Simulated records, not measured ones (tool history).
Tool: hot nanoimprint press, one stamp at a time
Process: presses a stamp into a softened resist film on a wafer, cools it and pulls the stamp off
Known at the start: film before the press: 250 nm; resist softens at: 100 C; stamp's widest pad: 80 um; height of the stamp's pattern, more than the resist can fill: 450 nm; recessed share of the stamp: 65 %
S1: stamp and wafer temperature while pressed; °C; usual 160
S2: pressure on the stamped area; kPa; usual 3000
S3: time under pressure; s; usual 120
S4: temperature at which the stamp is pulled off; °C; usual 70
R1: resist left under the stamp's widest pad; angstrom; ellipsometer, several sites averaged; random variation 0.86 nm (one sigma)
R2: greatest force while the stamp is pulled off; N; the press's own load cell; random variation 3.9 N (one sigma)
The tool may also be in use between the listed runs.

run 1 hour=0 | S1=160 S2=3000 S3=120 S4=70 | R1=1199 R2=255
-- hour=17.6 stamp cleaned and given a new release coat
run 2 hour=18.4 | S1=160 S2=3000 S3=120 S4=70 | R1=1208 R2=212
run 3 hour=29.6 | S1=160 S2=3000 S3=120 S4=70 | R1=1204 R2=202
run 4 hour=38.2 | S1=170 S2=3000 S3=120 S4=70 | R1=652 R2=204
run 5 hour=48.2 | S1=170 S2=3000 S3=120 S4=70 | R1=642 R2=214
run 6 hour=54.8 | S1=161 S2=3000 S3=120 S4=70 | R1=1141 R2=207
run 7 hour=65.9 | S1=160 S2=2190 S3=120 S4=70 | R1=1389 R2=207
run 8 hour=77.7 | S1=161 S2=3000 S3=120 S4=70 | R1=1141 R2=220
run 9 hour=86.1 | S1=161 S2=3000 S3=120 S4=70 | R1=1151 R2=216
run 10 hour=94.2 | S1=161 S2=3000 S3=120 S4=70 | R1=1143 R2=214
run 11 hour=101.2 | S1=161 S2=3000 S3=78 S4=67 | R1=1334 R2=235
run 12 hour=108.5 | S1=160 S2=3180 S3=120 S4=63 | R1=1192 R2=248
-- hour=112.3 plate thermocouple calibrated
run 13 hour=123.8 | S1=160 S2=3000 S3=120 S4=62 | R1=1213 R2=247
run 14 hour=130.8 | S1=166 S2=3000 S3=120 S4=74 | R1=852 R2=217
run 15 hour=140.3 | S1=149 S2=3000 S3=120 S4=74 | R1=2051 R2=213

Forecast run 16:
-- hour=150.6 plate thermocouple calibrated, once more
run 16 hour=153.9 | S1=149 S2=3000 S3=120 S4=74 | R1=? R2=?

R1: 1999 angstrom
R2: 212 N
Without the tool's hidden state the same run would have given R1 1984 angstrom, R2 198 N.
